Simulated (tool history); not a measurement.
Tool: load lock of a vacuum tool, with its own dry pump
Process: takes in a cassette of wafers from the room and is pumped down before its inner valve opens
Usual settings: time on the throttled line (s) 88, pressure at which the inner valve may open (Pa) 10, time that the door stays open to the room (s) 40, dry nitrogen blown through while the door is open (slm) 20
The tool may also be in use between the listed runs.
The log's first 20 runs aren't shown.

| run | hour | time on the throttled line (s) | pressure at which the inner valve may open (Pa) | time that the door stays open to the room (s) | dry nitrogen blown through while the door is open (slm) | hours that the pump has run since its overhaul | times that the door has closed on its seal | incoming humidity of the room's air, % | time from the closed door until the inner valve may open (s) | rise of the pressure with all valves shut (Pa/min) |
|---|---|---|---|---|---|---|---|---|---|---|
| 21 | 1363.6 | 67 | 11 | 158 | 9 | 4763 | 3345 | 44.7 | 93.9 | 0.132 |
| 22 | 1404.7 | 49 | 10 | 108 | 20 | 4804 | 3495 | 45.4 | 78.0 | 0.099 |
| 23 | 1459.6 | 88 | 13 | 40 | 20 | 4859 | 3695 | 43.5 | 112.0 | 0.072 |
| 24 | 1509.2 | 88 | 11 | 40 | 10 | 4908 | 3875 | 47.4 | 112.8 | 0.097 |
| 25 | 1588.9 | 88 | 11 | 40 | 10 | 4988 | 4166 | 41.9 | 112.5 | 0.085 |
| 26 | 1669.4 | 54 | 10 | 40 | 20 | 5069 | 4459 | 47.3 | 82.6 | 0.084 |
| 27 | 1741.2 | 89 | 19 | 109 | 7 | 5140 | 4721 | 45.7 | 111.3 | 0.125 |
| 28 | 1807.3 | 72 | 16 | 85 | 8 | 5206 | 4961 | 46.8 | 96.9 | 0.126 |
| 29 | 1865.9 | 72 | 16 | 85 | 8 | 5265 | 5175 | 47.8 | 96.9 | 0.128 |
| 30 | 1955.9 | 106 | 10 | 40 | 6 | 5355 | 5503 | 43.3 | 129.1 | 0.098 |
| 31 | 2012.1 | 88 | 10 | 210 | 17 | 5411 | 5707 | 43.1 | 113.2 | 0.140 |
| 32 | 2083.2 | 88 | 18 | 40 | 29 | 5482 | 5966 | 46.5 | 110.8 | 0.082 |
| 33 | 2160.1 | 149 | 16 | 40 | 20 | 5559 | 6246 | 46.1 | 166.1 | 0.097 |
| 34 | 2203.7 | 149 | 16 | 40 | 20 | 5603 | 6405 | 48.9 | 166.0 | 0.097 |
| 35 | 2293.9 | 86 | 16 | 172 | 14 | 5693 | 6734 | 45.0 | 109.8 | 0.149 |
| 36 | 2337.3 | 86 | 16 | 172 | 14 | 5737 | 6892 | 48.1 | 109.5 | 0.155 |
| 37 | 2380.0 | 88 | 7 | 40 | 11 | 5779 | 7048 | 44.0 | 114.5 | 0.113 |

4 ways to go on from here, each from the tool as it stands after run 37. What would each give?
| A | 2466.6 | 162 | 7 | 40 | 7 | 5866 | 7363 | 45.9 | ? | ? |
| B | 2466.6 | 86 | 10 | 192 | 20 | 5866 | 7363 | 46.1 | ? | ? |
| C | 2466.6 | 49 | 16 | 40 | 35 | 5866 | 7363 | 47.6 | ? | ? |
| D | 2466.6 | 164 | 7 | 34 | 25 | 5866 | 7363 | 46.6 | ? | ? |

| run | time from the closed door until the inner valve may open (s) | rise of the pressure with all valves shut (Pa/min) |
|---|---|---|
| A | 180.8 | 0.123 |
| B | 111.6 | 0.145 |
| C | 76.5 | 0.093 |
| D | 182.8 | 0.089 |
Without the tool's hidden state the same runs would have given:
| run | time from the closed door until the inner valve may open (s) | rise of the pressure with all valves shut (Pa/min) |
|---|---|---|
| A | 179.8 | 0.072 |
| B | 110.2 | 0.094 |
| C | 74.9 | 0.043 |
| D | 181.7 | 0.039 |
